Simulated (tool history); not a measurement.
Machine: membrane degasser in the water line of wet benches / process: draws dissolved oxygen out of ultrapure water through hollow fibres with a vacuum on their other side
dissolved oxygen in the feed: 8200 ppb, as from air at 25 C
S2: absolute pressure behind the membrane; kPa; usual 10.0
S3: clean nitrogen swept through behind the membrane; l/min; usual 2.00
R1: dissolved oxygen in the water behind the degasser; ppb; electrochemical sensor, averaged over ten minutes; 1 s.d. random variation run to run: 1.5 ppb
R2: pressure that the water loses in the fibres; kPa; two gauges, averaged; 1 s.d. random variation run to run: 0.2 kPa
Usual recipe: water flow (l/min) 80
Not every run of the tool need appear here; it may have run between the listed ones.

{"run": 1, "hour": 0.0, "water flow (l/min)": 80, "S2": 10.0, "S3": 2.0, "R1": 521.7, "R2": 43.16}
{"run": 2, "hour": 83.8, "water flow (l/min)": 80, "S2": 10.0, "S3": 2.0, "R1": 523.4, "R2": 43.31}
{"run": 3, "hour": 137.7, "water flow (l/min)": 80, "S2": 10.0, "S3": 2.0, "R1": 523.4, "R2": 43.52}
{"run": 4, "hour": 242.3, "water flow (l/min)": 80, "S2": 10.0, "S3": 2.0, "R1": 523.1, "R2": 43.58}
{"run": 5, "hour": 346.2, "water flow (l/min)": 80, "S2": 10.0, "S3": 2.0, "R1": 523.4, "R2": 43.81}
{"run": 6, "hour": 413.0, "water flow (l/min)": 80, "S2": 10.0, "S3": 2.0, "R1": 523.7, "R2": 43.42}
{"hour": 489.8, "done": "vacuum gauge calibrated"}
{"run": 7, "hour": 508.5, "water flow (l/min)": 80, "S2": 10.0, "S3": 2.0, "R1": 526.4, "R2": 43.88}
{"run": 8, "hour": 577.4, "water flow (l/min)": 80, "S2": 10.0, "S3": 2.0, "R1": 526.3, "R2": 44.03}
{"run": 9, "hour": 685.3, "water flow (l/min)": 80, "S2": 10.0, "S3": 0.87, "R1": 923.1, "R2": 43.95}
{"run": 10, "hour": 782.3, "water flow (l/min)": 80, "S2": 10.0, "S3": 0.87, "R1": 921.3, "R2": 44.06}
{"run": 11, "hour": 857.5, "water flow (l/min)": 80, "S2": 18.1, "S3": 2.0, "R1": 1066.6, "R2": 43.8}
{"run": 12, "hour": 936.9, "water flow (l/min)": 80, "S2": 18.1, "S3": 2.0, "R1": 1072.2, "R2": 44.23}
{"run": 13, "hour": 1035.3, "water flow (l/min)": 80, "S2": 18.1, "S3": 2.0, "R1": 1075.4, "R2": 44.3}
{"run": 14, "hour": 1096.9, "water flow (l/min)": 118, "S2": 10.0, "S3": 2.0, "R1": 714.2, "R2": 65.03}
{"run": 15, "hour": 1195.0, "water flow (l/min)": 118, "S2": 10.0, "S3": 2.0, "R1": 713.2, "R2": 65.82}
{"run": 16, "hour": 1285.1, "water flow (l/min)": 118, "S2": 10.0, "S3": 2.0, "R1": 711.7, "R2": 65.12}
{"run": 17, "hour": 1392.9, "water flow (l/min)": 80, "S2": 10.0, "S3": 2.0, "R1": 524.0, "R2": 44.57}
{"run": 18, "hour": 1440.4, "water flow (l/min)": 65, "S2": 7.8, "S3": 2.98, "R1": 218.9, "R2": 35.88}
{"hour": 1471.9, "done": "gauge calibrated"}
{"run": 19, "hour": 1506.7, "water flow (l/min)": 65, "S2": 7.8, "S3": 2.98, "R1": 219.0, "R2": 35.12}
{"run": 20, "hour": 1602.8, "water flow (l/min)": 65, "S2": 7.8, "S3": 2.98, "R1": 219.1, "R2": 35.19}
{"run": 21, "hour": 1659.1, "water flow (l/min)": 49, "S2": 9.2, "S3": 2.0, "R1": 311.8, "R2": 26.57}
{"run": 22, "hour": 1742.0, "water flow (l/min)": 101, "S2": 11.4, "S3": 0.93, "R1": 1217.2, "R2": 55.12}
{"run": 23, "hour": 1814.9, "water flow (l/min)": 106, "S2": 16.0, "S3": 2.0, "R1": 1152.5, "R2": 57.93}
{"run": 24, "hour": 1863.7, "water flow (l/min)": 57, "S2": 10.9, "S3": 4.7, "R1": 213.4, "R2": 31.3}
{"run": 25, "hour": 1910.2, "water flow (l/min)": 57, "S2": 10.9, "S3": 4.7, "R1": 214.6, "R2": 31.19}
{"run": 26, "hour": 2009.6, "water flow (l/min)": 99, "S2": 9.0, "S3": 2.55, "R1": 449.5, "R2": 54.27}
{"run": 27, "hour": 2059.3, "water flow (l/min)": 99, "S2": 9.0, "S3": 2.55, "R1": 447.3, "R2": 54.3}
{"run": 28, "hour": 2115.2, "water flow (l/min)": 71, "S2": 15.1, "S3": 1.15, "R1": 1188.0, "R2": 38.78}
{"run": 29, "hour": 2196.1, "water flow (l/min)": 121, "S2": 10.0, "S3": 1.03, "R1": 1087.2, "R2": 66.31}
{"run": 30, "hour": 2272.7, "water flow (l/min)": 121, "S2": 9.3, "S3": 1.03, "R1": 981.8, "R2": 66.57}
{"run": 31, "hour": 2364.4, "water flow (l/min)": 88, "S2": 7.1, "S3": 1.08, "R1": 513.6, "R2": 48.54}
{"run": 32, "hour": 2440.6, "water flow (l/min)": 80, "S2": 14.2, "S3": 2.33, "R1": 727.4, "R2": 44.27}
{"run": 33, "hour": 2545.4, "water flow (l/min)": 80, "S2": 14.2, "S3": 2.33, "R1": 727.9, "R2": 44.23}

Below are 3 alternative next runs, each starting from the tool's condition after run 33. Predict each:
{"run": "A", "hour": 2646.8, "water flow (l/min)": 80, "S2": 11.8, "S3": 1.13, "R1": "?", "R2": "?"}
{"run": "B", "hour": 2646.8, "water flow (l/min)": 80, "S2": 10.0, "S3": 2.5, "R1": "?", "R2": "?"}
{"run": "C", "hour": 2646.8, "water flow (l/min)": 81, "S2": 7.5, "S3": 5.79, "R1": "?", "R2": "?"}

run=A R1=971.3 R2=44.13
run=B R1=438.2 R2=44.24
run=C R1=144.4 R2=44.90
Take away the tool's hidden state, keep each run's random variation, and the runs would have read:
run=A R1=971.2 R2=43.11
run=B R1=438.2 R2=43.21
run=C R1=144.3 R2=43.86

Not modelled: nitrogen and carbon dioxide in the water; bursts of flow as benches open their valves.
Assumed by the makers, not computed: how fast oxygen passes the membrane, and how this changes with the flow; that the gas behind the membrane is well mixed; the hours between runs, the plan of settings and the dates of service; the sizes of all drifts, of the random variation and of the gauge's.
